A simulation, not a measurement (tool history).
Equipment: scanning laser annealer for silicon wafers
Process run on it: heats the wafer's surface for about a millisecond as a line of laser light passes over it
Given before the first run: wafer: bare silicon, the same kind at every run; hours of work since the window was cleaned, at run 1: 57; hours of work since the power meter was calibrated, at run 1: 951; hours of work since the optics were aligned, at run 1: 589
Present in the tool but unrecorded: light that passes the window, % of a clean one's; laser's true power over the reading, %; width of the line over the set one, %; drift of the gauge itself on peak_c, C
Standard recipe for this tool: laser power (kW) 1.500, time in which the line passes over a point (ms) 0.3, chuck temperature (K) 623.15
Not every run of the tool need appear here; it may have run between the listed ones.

run     day  laser power (kW)  time in which the line passes over a point (ms)  chuck temperature (K)  hours of work since the window was cleaned  hours of work since the power meter was calibrated  hours of work since the optics were aligned  highest temperature of the surface (K)
  1   0.000             1.500                                              0.3                 623.15                                          57                                                 951                                          589                                 1405.15
  2   2.508             1.500                                              0.3                 623.15                                          91                                                 984                                          623                                 1402.15
  3   6.450             1.500                                              0.3                 623.15                                         143                                                1036                                          675                                 1396.15
  4   8.596             1.500                                              0.3                 623.15                                         171                                                1065                                          703                                 1387.15
  5  12.729             1.500                                              0.3                 623.15                                         226                                                1119                                          758                                 1384.15
  6  15.375             1.500                                              0.3                 623.15                                         261                                                1154                                          793                                 1374.15
  7  17.275             1.500                                              0.3                 623.15                                         286                                                1179                                          818                                 1375.15

The next listed run, before its measurement:
  8  20.692             1.500                                              0.3                 623.15                                         331                                                1224                                          863                                       ?

Run 8 came out at highest temperature of the surface (K) 1368.15.
If the tool had no hidden condition, the same run with the same run-to-run variation would have returned highest temperature of the surface (K) 1430.15.
